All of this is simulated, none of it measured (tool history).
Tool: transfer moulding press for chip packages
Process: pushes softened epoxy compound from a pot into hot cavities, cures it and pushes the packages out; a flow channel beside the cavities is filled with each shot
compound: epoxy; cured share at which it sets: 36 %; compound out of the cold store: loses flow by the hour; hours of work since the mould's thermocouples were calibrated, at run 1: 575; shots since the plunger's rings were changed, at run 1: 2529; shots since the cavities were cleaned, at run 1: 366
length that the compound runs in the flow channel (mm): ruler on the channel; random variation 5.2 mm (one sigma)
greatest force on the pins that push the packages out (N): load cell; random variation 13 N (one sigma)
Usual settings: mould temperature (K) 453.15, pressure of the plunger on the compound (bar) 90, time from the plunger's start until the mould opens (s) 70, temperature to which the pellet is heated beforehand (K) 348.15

| run | hour | mould temperature (K) | pressure of the plunger on the compound (bar) | time from the plunger's start until the mould opens (s) | temperature to which the pellet is heated beforehand (K) | hours of work since the mould's thermocouples were calibrated | shots since the plunger's rings were changed | shots since the cavities were cleaned | incoming compound's hours out of the cold store | length that the compound runs in the flow channel (mm) | greatest force on the pins that push the packages out (N) |
|---|---|---|---|---|---|---|---|---|---|---|---|
| 1 | 0 | 453.15 | 90 | 70 | 348.15 | 575 | 2529 | 366 | 19.5 | 677 | 1138 |
|  | 10.9 | cavities cleaned with cleaning compound and waxed |
| 2 | 33 | 453.15 | 90 | 70 | 348.15 | 591 | 2874 | 242 | 44 | 620 | 938 |
|  | 54.7 | cavities cleaned with cleaning compound and waxed |
| 3 | 68.9 | 453.15 | 90 | 70 | 348.15 | 609 | 3253 | 157 | 28.3 | 643 | 897 |
| 4 | 89.5 | 453.15 | 90 | 70 | 344.15 | 619 | 3478 | 382 | 26.4 | 647 | 1071 |
|  | 99.3 | cavities cleaned with cleaning compound and waxed |
| 5 | 106.5 | 453.15 | 90 | 70 | 348.15 | 627 | 3648 | 79 | 23.9 | 652 | 876 |
| 6 | 131.2 | 456.15 | 90 | 70 | 348.15 | 640 | 3919 | 350 | 37.9 | 604 | 847 |
|  | 143.3 | cavities cleaned with cleaning compound and waxed |
| 7 | 162.3 | 456.15 | 90 | 70 | 348.15 | 655 | 4243 | 208 | 19.1 | 654 | 848 |
|  | 187.6 | cavities cleaned with cleaning compound and waxed |
| 8 | 198.7 | 456.15 | 90 | 70 | 348.15 | 672 | 4627 | 122 | 29.2 | 611 | 718 |
| 9 | 223.6 | 456.15 | 90 | 70 | 348.15 | 685 | 4899 | 394 | 45.2 | 584 | 864 |
|  | 230.7 | cavities cleaned with cleaning compound and waxed |
| 10 | 254.6 | 456.15 | 90 | 70 | 348.15 | 700 | 5223 | 262 | 26.8 | 612 | 848 |
|  | 275.8 | cavities cleaned with cleaning compound and waxed |
| 11 | 284.6 | 456.15 | 103.2 | 70 | 348.15 | 715 | 5535 | 96 | 47.5 | 601 | 688 |
|  | 308.7 | plunger's sealing rings changed |
| 12 | 313.4 | 456.15 | 103.2 | 70 | 348.15 | 728 | 52 | 385 | 20.1 | 747 | 915 |
|  | 323.3 | cavities cleaned with cleaning compound and waxed |
| 13 | 343.2 | 456.15 | 103.2 | 70 | 348.15 | 743 | 362 | 218 | 17.5 | 754 | 808 |
| 14 | 364.4 | 456.15 | 102.4 | 70 | 357.15 | 753 | 595 | 451 | 23 | 729 | 920 |
|  | 368.4 | cavities cleaned with cleaning compound and waxed |
| 15 | 388.3 | 446.15 | 102.4 | 70 | 343.15 | 765 | 840 | 217 | 30.6 | 749 | 1775 |
|  | 412.2 | cavities cleaned with cleaning compound and waxed |
| 16 | 422.1 | 446.15 | 102.4 | 70 | 343.15 | 781 | 1195 | 109 | 40.7 | 720 | 1523 |
| 17 | 438.5 | 446.15 | 102.4 | 70 | 343.15 | 790 | 1375 | 289 | 28.6 | 757 | 1885 |
|  | 457.3 | cavities cleaned with cleaning compound and waxed |
| 18 | 471.1 | 446.15 | 77 | 70 | 343.15 | 805 | 1716 | 151 | 17.9 | 664 | 1739 |
| 19 | 496.1 | 460.15 | 89 | 70 | 348.15 | 818 | 1990 | 425 | 9.5 | 680 | 797 |
|  | 501.4 | cavities cleaned with cleaning compound and waxed |
| 20 | 528.1 | 448.15 | 93.1 | 92 | 352.15 | 834 | 2324 | 292 | 24.2 | 702 | 833 |

Forecast run 21:
|  | 545.6 | cavities cleaned with cleaning compound and waxed |
| 21 | 558.2 | 454.15 | 74 | 108 | 339.15 | 848 | 2638 | 138 | 9.1 | ? | ? |

length that the compound runs in the flow channel (mm): 634
greatest force on the pins that push the packages out (N): 532
Without the tool's hidden state the same run would have given length that the compound runs in the flow channel (mm) 660, greatest force on the pins that push the packages out (N) 427.
